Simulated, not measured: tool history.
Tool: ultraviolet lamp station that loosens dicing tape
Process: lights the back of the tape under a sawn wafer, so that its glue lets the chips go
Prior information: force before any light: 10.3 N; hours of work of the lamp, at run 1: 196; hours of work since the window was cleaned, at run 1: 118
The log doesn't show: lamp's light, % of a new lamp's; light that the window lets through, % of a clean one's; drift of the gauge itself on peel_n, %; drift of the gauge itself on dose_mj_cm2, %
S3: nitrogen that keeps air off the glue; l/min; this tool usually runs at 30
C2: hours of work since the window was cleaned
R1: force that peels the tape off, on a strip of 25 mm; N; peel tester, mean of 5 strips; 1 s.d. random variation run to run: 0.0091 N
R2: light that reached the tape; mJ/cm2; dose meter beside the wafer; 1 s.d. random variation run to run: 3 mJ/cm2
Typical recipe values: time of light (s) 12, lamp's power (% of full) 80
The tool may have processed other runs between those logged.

Run 1, hour 0: usual settings; hours of work of the lamp 196; C2 118. Result: R1 0.455 N, R2 407 mJ/cm2.
Run 2, hour 9.2: usual settings; hours of work of the lamp 202; C2 123. Result: R1 0.472 N, R2 403 mJ/cm2.
Run 3, hour 16.7: usual settings; hours of work of the lamp 206; C2 128. Result: R1 0.45 N, R2 405 mJ/cm2.
Run 4, hour 21.5: usual settings but time of light (s) 16; hours of work of the lamp 209; C2 131. Result: R1 0.3 N, R2 532 mJ/cm2.
Run 5, hour 26.8: usual settings but time of light (s) 16; hours of work of the lamp 212; C2 134. Result: R1 0.3 N, R2 523 mJ/cm2.
Run 6, hour 36.2: usual settings but time of light (s) 16; hours of work of the lamp 218; C2 139. Result: R1 0.305 N, R2 531 mJ/cm2.
Run 7, hour 44.2: usual settings but time of light (s) 10; hours of work of the lamp 222; C2 144. Result: R1 0.694 N, R2 329 mJ/cm2.
Run 8, hour 55.1: usual settings but time of light (s) 10; hours of work of the lamp 229; C2 151. Result: R1 0.689 N, R2 331 mJ/cm2.
Run 9, hour 65.2: usual settings but time of light (s) 10; hours of work of the lamp 235; C2 157. Result: R1 0.698 N, R2 328 mJ/cm2.
Run 10, hour 70.9: usual settings but time of light (s) 10; hours of work of the lamp 238; C2 160. Result: R1 0.746 N, R2 331 mJ/cm2.
Run 11, hour 79.1: usual settings but time of light (s) 10; hours of work of the lamp 243; C2 165. Result: R1 0.726 N, R2 326 mJ/cm2.
Run 12, hour 87.5: usual settings but time of light (s) 10; hours of work of the lamp 248; C2 170. Result: R1 0.699 N, R2 317 mJ/cm2.
Run 13, hour 98.1: usual settings but time of light (s) 11; hours of work of the lamp 255; C2 176. Result: R1 0.608 N, R2 354 mJ/cm2.
Run 14, hour 104.4: usual settings but time of light (s) 11, S3 22 l/min; hours of work of the lamp 258; C2 180. Result: R1 0.772 N, R2 348 mJ/cm2.
Run 15, hour 116.1: usual settings; hours of work of the lamp 265; C2 187. Result: R1 0.499 N, R2 383 mJ/cm2.
Run 16, hour 124.4: usual settings; hours of work of the lamp 270; C2 192. Result: R1 0.52 N, R2 387 mJ/cm2.
Run 17, hour 136.2: usual settings; hours of work of the lamp 277; C2 199. Result: R1 0.512 N, R2 378 mJ/cm2.
Run 18, hour 145.2: usual settings but S3 19 l/min; hours of work of the lamp 283; C2 204. Result: R1 0.794 N, R2 380 mJ/cm2.
Run 19, hour 153.4: usual settings but S3 19 l/min; hours of work of the lamp 288; C2 209. Result: R1 0.741 N, R2 378 mJ/cm2.
Run 20, hour 164.3: usual settings but S3 18 l/min; hours of work of the lamp 294; C2 216. Result: R1 0.809 N, R2 374 mJ/cm2.
Run 21, hour 169.7: usual settings but lamp's power (% of full) 78, S3 18 l/min; hours of work of the lamp 297; C2 219. Result: R1 0.842 N, R2 364 mJ/cm2.
Run 22, hour 176.2: usual settings but lamp's power (% of full) 78, S3 18 l/min; hours of work of the lamp 301; C2 223. Result: R1 0.866 N, R2 365 mJ/cm2.
Run 23, hour 182.9: usual settings but lamp's power (% of full) 87, S3 28 l/min; hours of work of the lamp 305; C2 227. Result: R1 0.473 N, R2 408 mJ/cm2.
Run 24, hour 191: usual settings but lamp's power (% of full) 87, S3 28 l/min; hours of work of the lamp 310; C2 232. Result: R1 0.509 N, R2 403 mJ/cm2.
Run 25, hour 198.7: usual settings but time of light (s) 20, S3 27 l/min; hours of work of the lamp 315; C2 236. Result: R1 0.272 N, R2 621 mJ/cm2.
Run 26, hour 206: usual settings but time of light (s) 13, lamp's power (% of full) 70; hours of work of the lamp 319; C2 241. Result: R1 0.61 N, R2 353 mJ/cm2.
Run 27, hour 211: usual settings but time of light (s) 22, lamp's power (% of full) 83, S3 22 l/min; hours of work of the lamp 322; C2 244. Result: R1 0.256 N, R2 695 mJ/cm2.
Run 28, hour 218.9: usual settings but time of light (s) 8, S3 10 l/min; hours of work of the lamp 327; C2 248. Result: R1 2.598 N, R2 249 mJ/cm2.
Run 29, hour 224.1: usual settings but time of light (s) 14, lamp's power (% of full) 85; hours of work of the lamp 330; C2 252. Result: R1 0.386 N, R2 453 mJ/cm2.
At hour 229.1: window cleaned of glue's vapour.
Run 30, hour 234.3: usual settings but time of light (s) 19, S3 33 l/min; hours of work of the lamp 336; C2 3. Result: R1 0.249 N, R2 645 mJ/cm2.
Run 31, hour 244.8: usual settings but time of light (s) 7, S3 15 l/min; hours of work of the lamp 342; C2 9. Result: R1 2.135 N, R2 241 mJ/cm2.
Run 32, hour 254.7: usual settings but time of light (s) 7, S3 15 l/min; hours of work of the lamp 348; C2 15. Result: R1 2.067 N, R2 237 mJ/cm2.
Run 33, hour 266.5: usual settings but time of light (s) 7, lamp's power (% of full) 67, S3 28 l/min; hours of work of the lamp 355; C2 22. Result: R1 1.9 N, R2 199 mJ/cm2.
Run 34, hour 272.3: usual settings but time of light (s) 7, lamp's power (% of full) 67, S3 28 l/min; hours of work of the lamp 358; C2 26. Result: R1 1.894 N, R2 195 mJ/cm2.
Run 35, hour 283.2: usual settings but time of light (s) 23, lamp's power (% of full) 66, S3 13 l/min; hours of work of the lamp 365; C2 32. Result: R1 0.361 N, R2 635 mJ/cm2.
Run 36, hour 291.7: usual settings but time of light (s) 23, lamp's power (% of full) 66, S3 13 l/min; hours of work of the lamp 370; C2 37. Result: R1 0.379 N, R2 636 mJ/cm2.
Run 37, hour 300.7: usual settings but time of light (s) 9, lamp's power (% of full) 66, S3 13 l/min; hours of work of the lamp 375; C2 43. Result: R1 2.177 N, R2 249 mJ/cm2.
Run 38, hour 309.9: usual settings but time of light (s) 13, lamp's power (% of full) 67, S3 36 l/min; hours of work of the lamp 381; C2 48. Result: R1 0.481 N, R2 360 mJ/cm2.
Run 39, hour 321.1: usual settings but time of light (s) 23, lamp's power (% of full) 67, S3 36 l/min; hours of work of the lamp 387; C2 55. Result: R1 0.253 N, R2 641 mJ/cm2.
Run 40, hour 325.9: usual settings but time of light (s) 14, lamp's power (% of full) 64, S3 26 l/min; hours of work of the lamp 390; C2 58. Result: R1 0.586 N, R2 369 mJ/cm2.
Run 41, hour 335.5: usual settings but time of light (s) 7, lamp's power (% of full) 68, S3 13 l/min; hours of work of the lamp 396; C2 63. Result: R1 2.939 N, R2 194 mJ/cm2.

Below, each run's measurement less what the same run would have read without the hidden state. Both values contain the same run-to-run variation, but the gauge's scatter may not be the same in both:
run      R1    R2
  1  +0.082   -47
  2  +0.088   -48
  3  +0.087   -50
  4  +0.032   -66
  5  +0.034   -68
  6  +0.035   -71
  7  +0.162   -44
  8  +0.165   -46
  9  +0.167   -48
 10  +0.184   -49
 11  +0.185   -50
 12  +0.182   -50
 13  +0.155   -58
 14   +0.21   -58
 15   +0.13   -66
 16  +0.134   -68
 17  +0.137   -69
 18  +0.234   -71
 19  +0.223   -72
 20  +0.249   -73
 21  +0.264   -73
 22  +0.273   -74
 23  +0.133   -83
 24  +0.144   -85
 25  +0.029  -133
 26  +0.196   -76
 27  +0.022  -154
 28  +0.667   -55
 29  +0.092  -103
 30  +0.008   -59
 31  +0.286   -23
 32  +0.288   -24
 33  +0.293   -21
 34  +0.298   -21
 35  +0.053   -73
 36  +0.059   -75
 37  +0.356   -30
 38  +0.096   -45
 39   +0.01   -85
 40  +0.131   -50
 41  +0.451   -27
